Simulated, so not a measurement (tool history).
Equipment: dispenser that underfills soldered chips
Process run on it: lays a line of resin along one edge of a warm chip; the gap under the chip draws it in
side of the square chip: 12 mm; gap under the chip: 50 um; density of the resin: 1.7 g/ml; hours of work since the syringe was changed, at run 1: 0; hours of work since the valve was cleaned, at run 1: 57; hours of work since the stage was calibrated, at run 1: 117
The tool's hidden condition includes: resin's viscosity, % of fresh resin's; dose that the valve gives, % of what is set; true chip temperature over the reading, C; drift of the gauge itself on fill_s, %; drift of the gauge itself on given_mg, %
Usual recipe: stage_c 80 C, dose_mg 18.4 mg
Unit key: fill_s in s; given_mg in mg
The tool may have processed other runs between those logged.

run,hour,stage_c,dose_mg,hours of work since the syringe was changed,hours of work since the valve was cleaned,hours of work since the stage was calibrated,fill_s,given_mg
1,0,80,18.4,0,57,117,88.9,17.88
2,4.9,92,18.4,4,60,120,65.1,17.81
3,8.9,92,18.4,7,64,123,70.8,17.69
# hour 11.5: new syringe of resin
4,13.4,92,22.9,1,67,127,60.4,22.14
5,18.3,92,20.9,5,70,130,69.3,20.21
6,21.5,92,20.9,8,73,133,73.4,20.13
# hour 23.1: new syringe of resin
# hour 26.4: dispensing valve cleaned and set on the balance
7,26.9,92,20.9,2,0,136,59.9,20.87
8,29,92,20.9,4,2,138,63.9,20.94
9,33.7,92,20.9,7,6,141,72.5,20.8
# hour 35.4: new syringe of resin
10,37,80,18.4,1,8,144,92.5,18.32
11,41.1,80,21.9,4,11,147,102,21.74
12,44.5,80,21.9,7,14,149,108.8,21.67
# hour 47.1: new syringe of resin
13,47.1,80,18.4,0,15,151,90.7,18.21
14,51.3,80,16.3,3,19,154,104.1,16.1
15,56,80,16.3,7,22,158,115.4,16.07
# hour 58.6: new syringe of resin
16,59.7,89,16.3,1,25,160,70.2,16.01
17,62.8,89,16.3,3,27,163,74.1,16.05
18,67,95,18.4,6,30,166,64.9,18.13
19,69.6,74,16.4,8,32,168,151.6,16.1
# hour 70.3: new syringe of resin
20,74.8,85,18.3,3,36,172,85.9,18.06
21,77.6,80,16.7,6,38,174,112.8,16.43
# hour 81.7: new syringe of resin
22,82.2,65,21.8,0,42,177,160.2,21.3
23,85.3,65,21.8,3,44,180,175.4,21.48
24,88.4,78,17.2,5,46,182,116,16.74
25,90.8,80,17.6,7,48,184,113,17.16
# hour 93.1: new syringe of resin
26,94.2,66,18.4,1,50,186,166.5,18
27,98.5,92,17.3,4,54,189,69.3,16.78
28,102.8,67,17.8,7,57,193,194.9,17.3
# hour 104.4: new syringe of resin
29,105.3,78,18.8,1,59,194,101.2,18.25
30,110.3,78,18.8,5,63,198,113.7,18.25
31,114.9,78,18.8,8,66,202,124.1,18.25
# hour 116.1: new syringe of resin
32,117.6,78,18.8,1,68,204,101.5,18.18
33,121.9,75,18,4,71,207,131,17.37
34,125.8,75,20.8,7,74,210,138,19.98
# hour 127.4: new syringe of resin
# hour 129: dispensing valve cleaned and set on the balance
35,130,75,20.8,1,1,212,113,20.94
36,134.8,79,15.9,5,4,216,113.6,15.85

Predict each of these 3 candidate next runs independently; none follows another, all start after run 36:
A,138.5,88,19,8,7,219,?,?
B,138.5,84,21.1,8,7,219,?,?
C,138.5,78,16,8,7,219,?,?

run,fill_s,given_mg
A,86.4,18.99
B,96.5,21.21
C,129.3,15.87
Stripped of hidden state, with their random variation kept, the same runs would have yielded:
run,fill_s,given_mg
A,66.8,19.03
B,74.4,21.26
C,99.7,15.91
